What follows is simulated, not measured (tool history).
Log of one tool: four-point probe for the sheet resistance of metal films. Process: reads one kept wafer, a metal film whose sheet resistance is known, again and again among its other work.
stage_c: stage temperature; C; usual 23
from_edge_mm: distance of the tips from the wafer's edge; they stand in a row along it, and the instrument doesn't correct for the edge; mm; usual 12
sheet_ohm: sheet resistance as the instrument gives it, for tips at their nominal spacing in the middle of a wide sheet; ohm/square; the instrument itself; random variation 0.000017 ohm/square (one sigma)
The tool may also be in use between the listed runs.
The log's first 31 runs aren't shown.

run    hour  stage_c  from_edge_mm  touches since the probe head was changed  hours of work since the stage's thermometer was calibrated  sheet_ohm
 32  1506.2       31            22                                    133010                                                        2378   0.082995
     1512.2  -- stage's thermometer calibrated
 33  1550.0       31            22                                    134944                                                          22   0.083022
 34  1597.0       21            18                                    137048                                                          48   0.082953
 35  1649.9       32            52                                    139413                                                          78   0.082957
 36  1698.5       21            68                                    141585                                                         106   0.082878
 37  1750.3       21            31                                    143901                                                         136   0.082920
 38  1788.0       26            12                                    145589                                                         157   0.083070
 39  1821.7       26            12                                    147093                                                         176   0.083029
 40  1878.7       26            12                                    149643                                                         209   0.083054
 41  1945.9       19            38                                    152647                                                         247   0.082830
 42  2003.9       30             7                                    155241                                                         280   0.083334

The next listed run, before its measurement:
 43  2043.9       30             7                                    157029                                                         303          ?

sheet_ohm: 0.083338 ohm/square
Without the tool's hidden state the same run would have given sheet_ohm 0.083350 ohm/square.

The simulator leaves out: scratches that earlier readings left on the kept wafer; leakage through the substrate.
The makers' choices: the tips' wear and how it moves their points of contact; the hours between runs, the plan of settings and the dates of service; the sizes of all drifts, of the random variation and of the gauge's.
